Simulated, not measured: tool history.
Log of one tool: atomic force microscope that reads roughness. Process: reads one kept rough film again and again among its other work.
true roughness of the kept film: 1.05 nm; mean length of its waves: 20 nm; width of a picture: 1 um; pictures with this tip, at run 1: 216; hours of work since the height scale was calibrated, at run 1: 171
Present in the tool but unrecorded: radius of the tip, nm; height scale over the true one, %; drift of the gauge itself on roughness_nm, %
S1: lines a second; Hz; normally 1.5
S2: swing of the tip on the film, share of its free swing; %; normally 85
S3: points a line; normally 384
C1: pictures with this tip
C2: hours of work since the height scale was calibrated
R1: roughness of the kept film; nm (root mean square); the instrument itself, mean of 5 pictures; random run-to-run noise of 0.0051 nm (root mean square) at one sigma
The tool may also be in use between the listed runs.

run 1 hour=0 | S1=1.5 S2=85 S3=384 | C1=216 C2=171 | R1=0.8
run 2 hour=7.9 | S1=1.5 S2=85 S3=384 | C1=228 C2=175 | R1=0.8
-- hour=10.4 new tip fitted
run 3 hour=19.6 | S1=1.5 S2=85 S3=384 | C1=13 C2=182 | R1=0.798
run 4 hour=31.8 | S1=1.5 S2=85 S3=384 | C1=31 C2=188 | R1=0.785
run 5 hour=38 | S1=1.5 S2=85 S3=384 | C1=40 C2=192 | R1=0.792
run 6 hour=50.1 | S1=1.5 S2=85 S3=384 | C1=58 C2=199 | R1=0.798
run 7 hour=61.1 | S1=1.5 S2=58 S3=384 | C1=74 C2=205 | R1=0.903
run 8 hour=71.2 | S1=1.5 S2=58 S3=384 | C1=89 C2=210 | R1=0.905
run 9 hour=83.2 | S1=1.5 S2=58 S3=384 | C1=106 C2=217 | R1=0.892
run 10 hour=95.9 | S1=1.5 S2=58 S3=384 | C1=125 C2=224 | R1=0.898
run 11 hour=105.6 | S1=1.5 S2=57 S3=384 | C1=139 C2=229 | R1=0.903
run 12 hour=116.5 | S1=1.5 S2=57 S3=384 | C1=155 C2=235 | R1=0.911

Run 13, settings as shown, results not yet in. Your forecast:
run 13 hour=126.2 | S1=1.5 S2=57 S3=525 | C1=169 C2=241 | R1=?

Logged for run 13: R1 0.912 nm (root mean square).
If the tool had no hidden condition, the same run with the same run-to-run variation would have returned R1 0.914 nm (root mean square).
